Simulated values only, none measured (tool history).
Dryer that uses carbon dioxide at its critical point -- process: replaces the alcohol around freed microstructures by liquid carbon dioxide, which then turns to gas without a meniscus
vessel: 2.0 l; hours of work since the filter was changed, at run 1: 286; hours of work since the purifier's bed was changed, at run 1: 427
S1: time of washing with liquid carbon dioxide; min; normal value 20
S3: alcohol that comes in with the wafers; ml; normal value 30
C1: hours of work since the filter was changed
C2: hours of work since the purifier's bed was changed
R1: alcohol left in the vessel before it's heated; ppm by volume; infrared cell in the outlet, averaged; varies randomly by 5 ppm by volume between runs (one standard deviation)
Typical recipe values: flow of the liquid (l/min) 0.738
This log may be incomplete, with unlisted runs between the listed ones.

Run 1, day 0.000: usual settings; C1 286; C2 427. Result: R1 137 ppm by volume.
Run 2, day 1.425: usual settings; C1 300; C2 442. Result: R1 134 ppm by volume.
At day 3.254: inlet filter changed.
Run 3, day 3.600: usual settings but flow of the liquid (l/min) 0.576; C1 4; C2 463. Result: R1 194 ppm by volume.
Run 4, day 4.946: usual settings; C1 17; C2 477. Result: R1 132 ppm by volume.
Run 5, day 6.258: usual settings; C1 30; C2 490. Result: R1 133 ppm by volume.
Run 6, day 9.158: usual settings; C1 60; C2 520. Result: R1 136 ppm by volume.
At day 10.175: purifier's bed changed.
Run 7, day 10.604: usual settings; C1 73; C2 4. Result: R1 32 ppm by volume.
Run 8, day 12.850: usual settings; C1 96; C2 27. Result: R1 34 ppm by volume.
Run 9, day 15.738: usual settings; C1 125; C2 56. Result: R1 45 ppm by volume.
Run 10, day 18.433: usual settings; C1 152; C2 84. Result: R1 43 ppm by volume.
Run 11, day 21.321: usual settings; C1 182; C2 113. Result: R1 59 ppm by volume.
Run 12, day 23.900: usual settings; C1 208; C2 139. Result: R1 64 ppm by volume.
Run 13, day 25.646: usual settings but S1 27 min; C1 226; C2 157. Result: R1 47 ppm by volume.
Run 14, day 27.392: usual settings but S1 27 min; C1 243; C2 174. Result: R1 47 ppm by volume.
Run 15, day 29.067: usual settings but S1 27 min; C1 260; C2 191. Result: R1 60 ppm by volume.

What will run 16 give?
Run 16, day 31.721: usual settings but S1 27 min; C1 287; C2 218. Result: R1 ?.

{"run 16": {"R1": 61}}
Minus the tool's unlogged condition, the same run would have read R1 10 ppm by volume.
